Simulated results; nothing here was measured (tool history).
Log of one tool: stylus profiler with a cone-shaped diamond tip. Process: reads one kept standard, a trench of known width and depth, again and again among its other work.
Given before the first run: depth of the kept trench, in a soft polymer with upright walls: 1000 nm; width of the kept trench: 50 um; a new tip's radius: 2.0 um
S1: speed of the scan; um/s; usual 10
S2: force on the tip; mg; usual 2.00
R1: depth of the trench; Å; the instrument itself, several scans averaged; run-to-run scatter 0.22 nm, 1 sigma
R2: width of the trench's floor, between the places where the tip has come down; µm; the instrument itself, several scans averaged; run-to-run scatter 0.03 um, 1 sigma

run,hour,S1,S2,R1,R2
1,0.0,10,2.00,10055.0,46.07
2,13.8,26,2.00,10055.1,46.08
3,30.0,26,2.00,10054.5,46.05
4,46.0,26,4.56,10091.7,46.07
5,53.1,26,4.56,10093.2,46.04
6,66.2,33,2.00,10050.6,46.07
7,74.1,3,2.00,10054.4,46.10
8,88.4,3,2.00,10054.3,46.04
9,96.0,3,2.00,10054.3,46.13
10,108.9,3,2.00,10058.7,46.03
11,126.3,10,1.68,10052.2,46.01
12,142.9,10,2.00,10061.3,46.05
13,158.5,10,2.00,10054.8,46.03
14,173.9,10,2.00,10059.1,46.00
15,184.5,10,2.00,10058.1,45.96
16,195.1,10,2.00,10054.9,45.94
17,209.0,10,2.00,10059.3,46.02
18,222.7,10,2.00,10053.7,46.01
19,233.7,10,1.07,10046.0,45.93
20,243.9,10,4.11,10088.9,45.94
21,256.2,10,2.00,10055.7,45.98
22,265.8,10,2.00,10053.9,45.99
23,276.9,10,1.19,10043.0,45.96
24,289.2,10,1.19,10040.2,45.95
25,298.9,10,5.57,10101.1,45.98
26,313.6,3,2.00,10057.5,45.97
27,322.5,3,2.00,10059.4,45.94
28,339.4,3,2.00,10058.1,45.94
29,351.6,3,2.00,10056.0,45.91
30,368.3,32,3.12,10074.3,45.86
31,383.0,32,3.12,10076.4,45.88
32,391.1,32,3.12,10077.5,45.86
33,401.4,32,3.12,10073.9,45.83
34,416.1,32,3.12,10078.9,45.87
35,426.5,6,2.00,10055.9,45.87
36,435.3,6,2.00,10060.6,45.83
37,452.6,7,2.90,10071.5,45.87
38,466.9,7,2.90,10071.8,45.83
39,479.6,2,2.90,10071.9,45.87
40,494.1,2,2.90,10071.7,45.86
41,502.9,2,2.90,10070.1,45.89
42,512.9,2,2.90,10076.9,45.90
43,522.2,2,2.90,10071.0,45.86
44,534.0,2,2.90,10070.3,45.86
45,546.8,8,4.32,10091.6,45.86
46,556.1,8,4.32,10092.3,45.83
47,572.3,6,1.28,10048.9,45.80

3 ways to go on from here, each from the tool as it stands after run 47. What would each give?
A,584.1,36,1.35,?,?
B,584.1,31,1.89,?,?
C,584.1,6,5.99,?,?

run,R1,R2
A,10049.6,45.68
B,10052.7,45.68
C,10111.9,45.78
Had the tool no hidden state, the same runs would have come out as:
run,R1,R2
A,10039.3,46.39
B,10042.4,46.39
C,10101.5,46.49

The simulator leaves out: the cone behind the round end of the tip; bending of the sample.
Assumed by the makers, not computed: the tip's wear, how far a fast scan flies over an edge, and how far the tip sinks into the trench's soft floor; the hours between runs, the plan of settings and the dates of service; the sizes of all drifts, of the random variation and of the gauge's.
